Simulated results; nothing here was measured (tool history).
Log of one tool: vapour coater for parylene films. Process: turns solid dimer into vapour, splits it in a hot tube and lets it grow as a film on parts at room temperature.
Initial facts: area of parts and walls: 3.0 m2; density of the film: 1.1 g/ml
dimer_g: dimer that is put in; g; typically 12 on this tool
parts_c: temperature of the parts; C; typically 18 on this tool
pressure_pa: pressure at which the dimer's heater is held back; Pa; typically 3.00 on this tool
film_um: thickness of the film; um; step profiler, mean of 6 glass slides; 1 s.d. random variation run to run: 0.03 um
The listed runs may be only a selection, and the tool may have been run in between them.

| run | day | dimer_g | parts_c | pressure_pa | film_um |
|---|---|---|---|---|---|
| 1 | 0.000 | 12 | 18 | 3.00 | 2.81 |
| 2 | 0.525 | 12 | 18 | 3.00 | 2.86 |
| 3 | 0.958 | 12 | 18 | 3.00 | 2.85 |
| 4 | 1.488 | 12 | 18 | 3.00 | 2.82 |
| 5 | 1.833 | 12 | 18 | 3.00 | 2.83 |
| 6 | 2.467 | 12 | 18 | 3.00 | 2.84 |
| 7 | 3.004 | 12 | 18 | 3.00 | 2.78 |
| 8 | 3.358 | 12 | 18 | 3.00 | 2.83 |
| 9 | 3.683 | 12 | 18 | 3.00 | 2.84 |
| 10 | 4.142 | 12 | 18 | 3.00 | 2.87 |
| 11 | 4.479 | 12 | 16 | 3.00 | 2.91 |
| 12 | 5.083 | 12 | 16 | 3.00 | 2.86 |
| 13 | 5.546 | 12 | 16 | 3.00 | 2.93 |
|  | 5.625 | table's thermometer calibrated |
| 14 | 6.042 | 12 | 16 | 3.00 | 2.90 |
| 15 | 6.533 | 12 | 16 | 3.00 | 2.93 |
| 16 | 6.942 | 12 | 16 | 3.00 | 2.89 |
| 17 | 7.279 | 12 | 16 | 3.00 | 2.86 |
| 18 | 7.958 | 12 | 16 | 3.00 | 2.90 |
|  | 8.183 | table's thermometer calibrated, once more |
| 19 | 8.438 | 12 | 16 | 3.00 | 2.97 |
| 20 | 8.754 | 5 | 18 | 3.00 | 1.13 |
| 21 | 9.125 | 12 | 18 | 10.33 | 2.54 |
| 22 | 9.488 | 8 | 17 | 2.91 | 1.89 |
| 23 | 9.912 | 8 | 17 | 2.91 | 1.95 |
| 24 | 10.533 | 12 | 13 | 3.86 | 3.02 |
| 25 | 11.062 | 6 | 13 | 3.86 | 1.52 |
| 26 | 11.371 | 11 | 30 | 3.86 | 1.95 |
| 27 | 12.071 | 8 | 16 | 3.40 | 1.90 |
| 28 | 12.662 | 8 | 16 | 3.40 | 1.91 |
| 29 | 12.962 | 12 | 14 | 4.99 | 2.91 |
| 30 | 13.483 | 5 | 16 | 10.39 | 1.10 |
| 31 | 14.075 | 5 | 16 | 10.39 | 1.06 |
| 32 | 14.767 | 7 | 14 | 10.39 | 1.59 |
| 33 | 15.412 | 7 | 14 | 10.39 | 1.58 |
| 34 | 15.758 | 10 | 18 | 11.56 | 2.08 |
| 35 | 16.396 | 8 | 25 | 2.75 | 1.61 |
| 36 | 17.096 | 12 | 14 | 3.00 | 2.98 |
| 37 | 17.571 | 11 | 29 | 9.01 | 1.82 |
| 38 | 18.250 | 13 | 28 | 9.01 | 2.24 |
| 39 | 18.983 | 13 | 28 | 9.01 | 2.24 |

A few steps of film_um between consecutive runs. Split each: what settings, incoming material and random variation would produce without the hidden state, and what is left over for the hidden state, along with gauge scatter present in only one of the two compared results (measured, and without hidden state):
Hidden conditions of the tool in this case: vapour lost through the trap's worn valve, %; true temperature of the parts over the reading, C; drift of the gauge itself on film_um, %.
Run 19 -> 20: dimer_g 12 -> 5, parts_c 16 -> 18. film_um -1.84 um: hidden state +0.03, all else -1.87.
Run 24 -> 25: dimer_g 12 -> 6. film_um -1.50 um: hidden state +0.03, all else -1.53.
Run 28 -> 29: dimer_g 8 -> 12, parts_c 16 -> 14, pressure_pa 3.40 -> 4.99. film_um +1.00 um: hidden state -0.04, all else +1.04.
Run 29 -> 30: dimer_g 12 -> 5, parts_c 14 -> 16, pressure_pa 4.99 -> 10.39. film_um -1.81 um: hidden state +0.06, all else -1.87.
Run 35 -> 36: dimer_g 8 -> 12, parts_c 25 -> 14, pressure_pa 2.75 -> 3.00. film_um +1.37 um: hidden state -0.05, all else +1.42.
